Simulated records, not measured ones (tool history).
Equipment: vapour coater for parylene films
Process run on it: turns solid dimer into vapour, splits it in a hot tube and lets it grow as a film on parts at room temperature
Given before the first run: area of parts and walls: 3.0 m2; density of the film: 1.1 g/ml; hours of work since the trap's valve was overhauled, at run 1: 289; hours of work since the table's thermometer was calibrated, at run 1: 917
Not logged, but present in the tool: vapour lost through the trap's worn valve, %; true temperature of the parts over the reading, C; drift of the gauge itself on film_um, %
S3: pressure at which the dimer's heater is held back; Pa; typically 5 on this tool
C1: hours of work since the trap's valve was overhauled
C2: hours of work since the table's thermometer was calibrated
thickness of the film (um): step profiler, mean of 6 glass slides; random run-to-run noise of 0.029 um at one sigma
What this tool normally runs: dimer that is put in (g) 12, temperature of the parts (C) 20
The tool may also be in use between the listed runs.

Run 1, day 0: usual settings; C1 289; C2 917. Result: thickness of the film (um) 2.39.
Run 2, day 2.029: usual settings; C1 312; C2 940. Result: thickness of the film (um) 2.38.
Run 3, day 3.367: usual settings; C1 327; C2 954. Result: thickness of the film (um) 2.37.
Run 4, day 5.317: usual settings; C1 348; C2 976. Result: thickness of the film (um) 2.4.
Run 5, day 7.021: usual settings; C1 367; C2 995. Result: thickness of the film (um) 2.4.
Run 6, day 8.146: usual settings; C1 379; C2 1007. Result: thickness of the film (um) 2.31.
Run 7, day 10.104: usual settings but S3 4.52 Pa; C1 401; C2 1029. Result: thickness of the film (um) 2.38.
At day 11.292: trap's valve overhauled.
Run 8, day 12.117: usual settings but S3 4.52 Pa; C1 9; C2 1049. Result: thickness of the film (um) 2.6.
Run 9, day 13.479: usual settings but S3 4.52 Pa; C1 24; C2 1064. Result: thickness of the film (um) 2.63.
Run 10, day 15.317: usual settings but S3 4.52 Pa; C1 44; C2 1085. Result: thickness of the film (um) 2.63.
Run 11, day 16.338: usual settings; C1 56; C2 1096. Result: thickness of the film (um) 2.54.
Run 12, day 17.333: usual settings; C1 67; C2 1107. Result: thickness of the film (um) 2.51.
Run 13, day 19.725: usual settings; C1 93; C2 1133. Result: thickness of the film (um) 2.56.
Run 14, day 20.725: usual settings; C1 104; C2 1144. Result: thickness of the film (um) 2.52.
Run 15, day 22.679: usual settings; C1 126; C2 1166. Result: thickness of the film (um) 2.5.
Run 16, day 23.696: usual settings; C1 137; C2 1177. Result: thickness of the film (um) 2.47.
Run 17, day 24.992: usual settings; C1 151; C2 1191. Result: thickness of the film (um) 2.5.
Run 18, day 26.279: usual settings but S3 7.79 Pa; C1 166; C2 1206. Result: thickness of the film (um) 2.25.
Run 19, day 27.796: usual settings but S3 7.05 Pa; C1 182; C2 1222. Result: thickness of the film (um) 2.28.
Run 20, day 29.983: usual settings but S3 7.05 Pa; C1 206; C2 1247. Result: thickness of the film (um) 2.24.
Run 21, day 31.829: usual settings; C1 227; C2 1267. Result: thickness of the film (um) 2.41.
Run 22, day 34.112: usual settings but dimer that is put in (g) 8, temperature of the parts (C) 13, S3 2.01 Pa; C1 252; C2 1292. Result: thickness of the film (um) 2.26.
Run 23, day 35.654: usual settings but dimer that is put in (g) 8, temperature of the parts (C) 13, S3 2.01 Pa; C1 269; C2 1309. Result: thickness of the film (um) 2.2.
Run 24, day 37.479: usual settings but dimer that is put in (g) 18, temperature of the parts (C) 16, S3 8.07 Pa; C1 289; C2 1329. Result: thickness of the film (um) 3.76.
Run 25, day 39.767: usual settings but dimer that is put in (g) 17, temperature of the parts (C) 27, S3 8.07 Pa; C1 314; C2 1355. Result: thickness of the film (um) 2.39.
Run 26, day 41.804: usual settings but temperature of the parts (C) 26, S3 2.82 Pa; C1 337; C2 1377. Result: thickness of the film (um) 2.16.
Run 27, day 43.688: usual settings but temperature of the parts (C) 26, S3 2.82 Pa; C1 358; C2 1398. Result: thickness of the film (um) 2.14.
Run 28, day 45.117: usual settings but temperature of the parts (C) 26, S3 2.82 Pa; C1 374; C2 1414. Result: thickness of the film (um) 2.2.
Run 29, day 46.908: usual settings but dimer that is put in (g) 18, temperature of the parts (C) 30, S3 2.82 Pa; C1 393; C2 1433. Result: thickness of the film (um) 2.81.
At day 48.8: trap's valve overhauled.
Run 30, day 49.367: usual settings but dimer that is put in (g) 14, temperature of the parts (C) 17, S3 5.77 Pa; C1 6; C2 1459. Result: thickness of the film (um) 3.19.
Run 31, day 51.812: usual settings but dimer that is put in (g) 7, temperature of the parts (C) 12, S3 4.09 Pa; C1 33; C2 1486. Result: thickness of the film (um) 2.09.
Run 32, day 53.888: usual settings but dimer that is put in (g) 8; C1 56; C2 1509. Result: thickness of the film (um) 1.69.
Run 33, day 55.304: usual settings but dimer that is put in (g) 8; C1 72; C2 1524. Result: thickness of the film (um) 1.67.
Run 34, day 56.612: usual settings but temperature of the parts (C) 25, S3 6.49 Pa; C1 86; C2 1539. Result: thickness of the film (um) 1.94.
Run 35, day 58.208: usual settings but temperature of the parts (C) 25, S3 6.49 Pa; C1 104; C2 1556. Result: thickness of the film (um) 1.97.
Run 36, day 59.538: usual settings but temperature of the parts (C) 25, S3 6.49 Pa; C1 119; C2 1571. Result: thickness of the film (um) 1.98.
Run 37, day 60.783: usual settings but temperature of the parts (C) 25, S3 6.49 Pa; C1 132; C2 1585. Result: thickness of the film (um) 1.93.
Run 38, day 62.896: usual settings but temperature of the parts (C) 25, S3 6.49 Pa; C1 156; C2 1608. Result: thickness of the film (um) 1.97.
Run 39, day 65.192: usual settings but temperature of the parts (C) 19, S3 2.94 Pa; C1 181; C2 1634. Result: thickness of the film (um) 2.83.
Run 40, day 66.35: usual settings but temperature of the parts (C) 25, S3 10.37 Pa; C1 194; C2 1646. Result: thickness of the film (um) 1.71.
Run 41, day 67.792: usual settings but dimer that is put in (g) 6, temperature of the parts (C) 14, S3 2.42 Pa; C1 210; C2 1662. Result: thickness of the film (um) 1.71.
Run 42, day 70.033: usual settings but dimer that is put in (g) 6, temperature of the parts (C) 14, S3 2.42 Pa; C1 235; C2 1687. Result: thickness of the film (um) 1.7.

For each run, the measured value with the value that run would have given without the tool's hidden condition subtracted. The run-to-run variation is shared by both, the gauge scatter possibly not:
run  thickness of the film (um)
  1                       -0.25
  2                       -0.27
  3                       -0.28
  4                        -0.3
  5                       -0.31
  6                       -0.31
  7                       -0.34
  8                       -0.09
  9                        -0.1
 10                       -0.11
 11                       -0.12
 12                       -0.12
 13                       -0.14
 14                       -0.15
 15                       -0.16
 16                       -0.17
 17                       -0.18
 18                       -0.17
 19                       -0.18
 20                        -0.2
 21                       -0.23
 22                       -0.15
 23                       -0.15
 24                       -0.42
 25                       -0.28
 26                       -0.27
 27                       -0.29
 28                        -0.3
 29                       -0.41
 30                       -0.14
 31                       -0.02
 32                        -0.1
 33                       -0.11
 34                       -0.13
 35                       -0.14
 36                       -0.14
 37                       -0.15
 38                       -0.17
 39                       -0.26
 40                       -0.16
 41                       -0.09
 42                       -0.11

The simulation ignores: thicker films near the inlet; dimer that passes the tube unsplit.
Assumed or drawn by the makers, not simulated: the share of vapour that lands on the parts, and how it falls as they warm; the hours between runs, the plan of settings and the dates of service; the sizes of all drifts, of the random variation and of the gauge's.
